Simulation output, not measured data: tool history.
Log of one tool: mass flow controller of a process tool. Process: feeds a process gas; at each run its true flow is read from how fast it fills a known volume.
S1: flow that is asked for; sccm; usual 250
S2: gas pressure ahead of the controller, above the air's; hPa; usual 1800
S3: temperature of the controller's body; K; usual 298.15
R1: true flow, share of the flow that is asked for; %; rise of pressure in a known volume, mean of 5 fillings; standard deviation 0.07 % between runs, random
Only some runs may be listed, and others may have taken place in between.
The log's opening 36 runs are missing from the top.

run	day	S1	S2	S3	R1
37	181.533	365	1510	298.15	97.68
38	187.654	365	1510	298.15	97.69
39	190.571	365	1510	298.15	97.68
40	193.267	365	2570	293.15	96.91
41	199.775	249	1480	305.15	97.67
42	205.092	267	2770	299.15	96.97
43	210.854	267	2770	299.15	96.79
44	216.829	267	2770	299.15	96.98
45	219.504	87	1800	305.15	95.54
46	225.875	341	2550	298.15	97.21
47	229.704	316	2360	293.15	96.62

3 ways to go on from here, each from the tool as it stands after run 47. What would each give?
A	235.617	231	1430	296.15	?
B	235.617	144	1760	298.15	?
C	235.617	61	1860	298.15	?

run	R1
A	96.29
B	95.63
C	93.70
Without the tool's hidden state the same runs would have given:
run	R1
A	98.42
B	98.18
C	97.80
